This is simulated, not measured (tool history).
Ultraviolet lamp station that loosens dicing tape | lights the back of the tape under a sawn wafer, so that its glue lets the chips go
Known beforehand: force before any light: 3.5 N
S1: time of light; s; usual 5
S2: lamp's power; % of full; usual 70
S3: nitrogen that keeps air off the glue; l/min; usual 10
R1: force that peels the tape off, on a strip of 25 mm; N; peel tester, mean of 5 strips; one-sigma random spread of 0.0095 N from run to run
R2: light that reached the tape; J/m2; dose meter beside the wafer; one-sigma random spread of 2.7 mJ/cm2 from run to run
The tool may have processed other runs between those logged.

{"run": 1, "hour": 0.0, "S1": 5, "S2": 70, "S3": 10, "R1": 0.401, "R2": 3680}
{"run": 2, "hour": 43.7, "S1": 5, "S2": 70, "S3": 10, "R1": 0.4, "R2": 3660}
{"hour": 74.0, "done": "window cleaned of glue's vapour"}
{"run": 3, "hour": 112.0, "S1": 5, "S2": 70, "S3": 10, "R1": 0.397, "R2": 3690}
{"run": 4, "hour": 175.2, "S1": 5, "S2": 70, "S3": 10, "R1": 0.393, "R2": 3670}
{"run": 5, "hour": 236.9, "S1": 5, "S2": 96, "S3": 10, "R1": 0.264, "R2": 5050}
{"run": 6, "hour": 282.5, "S1": 5, "S2": 96, "S3": 10, "R1": 0.265, "R2": 5060}
{"run": 7, "hour": 343.0, "S1": 5, "S2": 70, "S3": 6, "R1": 0.495, "R2": 3670}
{"run": 8, "hour": 390.2, "S1": 8, "S2": 70, "S3": 10, "R1": 0.205, "R2": 5780}
{"run": 9, "hour": 463.1, "S1": 5, "S2": 70, "S3": 10, "R1": 0.392, "R2": 3680}
{"run": 10, "hour": 516.3, "S1": 5, "S2": 70, "S3": 10, "R1": 0.405, "R2": 3680}
{"run": 11, "hour": 549.3, "S1": 7, "S2": 70, "S3": 10, "R1": 0.243, "R2": 5160}
{"run": 12, "hour": 604.4, "S1": 7, "S2": 63, "S3": 10, "R1": 0.29, "R2": 4620}
{"run": 13, "hour": 657.3, "S1": 5, "S2": 70, "S3": 10, "R1": 0.405, "R2": 3730}
{"run": 14, "hour": 710.6, "S1": 5, "S2": 70, "S3": 10, "R1": 0.413, "R2": 3630}
{"run": 15, "hour": 760.8, "S1": 5, "S2": 93, "S3": 10, "R1": 0.271, "R2": 4890}
{"run": 16, "hour": 798.0, "S1": 5, "S2": 93, "S3": 9, "R1": 0.263, "R2": 4860}
{"run": 17, "hour": 847.1, "S1": 6, "S2": 93, "S3": 9, "R1": 0.209, "R2": 5850}
{"run": 18, "hour": 886.5, "S1": 6, "S2": 93, "S3": 9, "R1": 0.225, "R2": 5810}
{"run": 19, "hour": 953.2, "S1": 6, "S2": 93, "S3": 9, "R1": 0.211, "R2": 5830}
{"run": 20, "hour": 1011.7, "S1": 6, "S2": 93, "S3": 9, "R1": 0.23, "R2": 5800}
{"hour": 1027.9, "done": "window cleaned of glue's vapour"}
{"run": 21, "hour": 1071.0, "S1": 6, "S2": 93, "S3": 9, "R1": 0.233, "R2": 5800}
{"run": 22, "hour": 1122.3, "S1": 5, "S2": 70, "S3": 10, "R1": 0.427, "R2": 3650}
{"run": 23, "hour": 1163.3, "S1": 5, "S2": 99, "S3": 10, "R1": 0.245, "R2": 5250}
{"run": 24, "hour": 1214.9, "S1": 3, "S2": 62, "S3": 4, "R1": 1.273, "R2": 1970}
{"run": 25, "hour": 1280.1, "S1": 5, "S2": 87, "S3": 10, "R1": 0.292, "R2": 4550}
{"run": 26, "hour": 1313.1, "S1": 2, "S2": 68, "S3": 12, "R1": 1.268, "R2": 1370}
{"run": 27, "hour": 1358.1, "S1": 6, "S2": 85, "S3": 10, "R1": 0.238, "R2": 5340}
{"run": 28, "hour": 1388.1, "S1": 3, "S2": 97, "S3": 16, "R1": 0.468, "R2": 3020}
{"run": 29, "hour": 1461.3, "S1": 5, "S2": 64, "S3": 8, "R1": 0.498, "R2": 3380}
{"run": 30, "hour": 1497.8, "S1": 5, "S2": 64, "S3": 8, "R1": 0.503, "R2": 3360}
{"run": 31, "hour": 1532.3, "S1": 5, "S2": 64, "S3": 8, "R1": 0.523, "R2": 3360}
{"run": 32, "hour": 1581.8, "S1": 5, "S2": 64, "S3": 8, "R1": 0.505, "R2": 3330}
{"run": 33, "hour": 1643.6, "S1": 5, "S2": 70, "S3": 8, "R1": 0.429, "R2": 3660}
{"run": 34, "hour": 1706.4, "S1": 5, "S2": 70, "S3": 8, "R1": 0.426, "R2": 3680}
{"run": 35, "hour": 1746.9, "S1": 5, "S2": 70, "S3": 8, "R1": 0.437, "R2": 3650}
{"run": 36, "hour": 1777.7, "S1": 5, "S2": 70, "S3": 8, "R1": 0.417, "R2": 3690}
{"run": 37, "hour": 1840.3, "S1": 5, "S2": 70, "S3": 8, "R1": 0.443, "R2": 3660}
{"run": 38, "hour": 1873.4, "S1": 10, "S2": 76, "S3": 6, "R1": 0.189, "R2": 8000}
{"run": 39, "hour": 1926.8, "S1": 10, "S2": 76, "S3": 6, "R1": 0.186, "R2": 8000}
{"run": 40, "hour": 1973.7, "S1": 2, "S2": 76, "S3": 6, "R1": 1.343, "R2": 1570}
{"hour": 1980.0, "done": "window cleaned of glue's vapour"}
{"run": 41, "hour": 2016.3, "S1": 10, "S2": 71, "S3": 16, "R1": 0.166, "R2": 7370}
{"run": 42, "hour": 2066.0, "S1": 8, "S2": 63, "S3": 5, "R1": 0.293, "R2": 5270}
{"run": 43, "hour": 2105.7, "S1": 2, "S2": 66, "S3": 4, "R1": 1.706, "R2": 1370}
{"run": 44, "hour": 2174.6, "S1": 2, "S2": 66, "S3": 4, "R1": 1.68, "R2": 1390}

3 options for the next run, each taken on its own from the tool as it stands now. Forecast them:
{"run": "A", "hour": 2239.0, "S1": 6, "S2": 70, "S3": 3, "R1": "?", "R2": "?"}
{"run": "B", "hour": 2239.0, "S1": 2, "S2": 100, "S3": 4, "R1": "?", "R2": "?"}
{"run": "C", "hour": 2239.0, "S1": 5, "S2": 70, "S3": 6, "R1": "?", "R2": "?"}

run=A R1=0.516 R2=4420
run=B R1=1.178 R2=2110
run=C R1=0.494 R2=3690
Stripped of hidden state, with their random variation kept, the same runs would have yielded:
run=A R1=0.515 R2=4420
run=B R1=1.176 R2=2120
run=C R1=0.493 R2=3700
